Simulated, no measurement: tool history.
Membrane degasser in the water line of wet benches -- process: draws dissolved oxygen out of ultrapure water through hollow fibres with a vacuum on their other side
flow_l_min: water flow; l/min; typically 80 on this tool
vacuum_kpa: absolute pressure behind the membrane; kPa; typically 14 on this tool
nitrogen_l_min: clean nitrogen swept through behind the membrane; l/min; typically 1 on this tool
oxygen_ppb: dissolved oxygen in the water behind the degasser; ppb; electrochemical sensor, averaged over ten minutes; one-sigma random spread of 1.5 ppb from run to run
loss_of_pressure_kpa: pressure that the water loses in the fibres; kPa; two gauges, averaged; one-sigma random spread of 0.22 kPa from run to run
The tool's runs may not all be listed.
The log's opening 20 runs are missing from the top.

| run | hour | flow_l_min | vacuum_kpa | nitrogen_l_min | oxygen_ppb | loss_of_pressure_kpa |
|---|---|---|---|---|---|---|
| 21 | 2722.5 | 102 | 14.5 | 0.51 | 2169.6 | 68.75 |
| 22 | 2807 | 80 | 29.7 | 1.02 | 2649 | 53.79 |
| 23 | 2902.3 | 84 | 14 | 0.62 | 1729.2 | 56.46 |
| 24 | 3026.5 | 124 | 24.2 | 0.91 | 2965.7 | 83.45 |
| 25 | 3126.2 | 124 | 24.2 | 0.91 | 2977.2 | 83.51 |
| 26 | 3241.2 | 80 | 20.1 | 0.54 | 2612.6 | 53.88 |
| 27 | 3383.5 | 80 | 20.1 | 0.54 | 2610.4 | 54.04 |
| 28 | 3557.3 | 69 | 29.3 | 1.34 | 2043.8 | 46.54 |
| 29 | 3697.2 | 54 | 30 | 2.5 | 1128.7 | 36.29 |
| 30 | 3866.5 | 87 | 30 | 1.49 | 2253.4 | 58.68 |
| 31 | 4030.1 | 87 | 30 | 1.49 | 2255.1 | 58.95 |
| 32 | 4128.6 | 91 | 14 | 1 | 1398.7 | 61.03 |

Alternative continuations, all from the tool just after run 32; predict every row:
| A | 4247.6 | 80 | 8.9 | 2.65 | ? | ? |
| B | 4247.6 | 80 | 24.5 | 1 | ? | ? |
| C | 4247.6 | 115 | 14 | 1.28 | ? | ? |
| D | 4247.6 | 64 | 8.5 | 0.72 | ? | ? |

| run | oxygen_ppb | loss_of_pressure_kpa |
|---|---|---|
| A | 358.6 | 54.11 |
| B | 2270.7 | 53.8 |
| C | 1394.7 | 77.14 |
| D | 717.1 | 42.99 |
Without the tool's hidden state the same runs would have given:
| run | oxygen_ppb | loss_of_pressure_kpa |
|---|---|---|
| A | 355.3 | 53.31 |
| B | 2269.8 | 53.01 |
| C | 1391.1 | 76 |
| D | 714.2 | 42.35 |
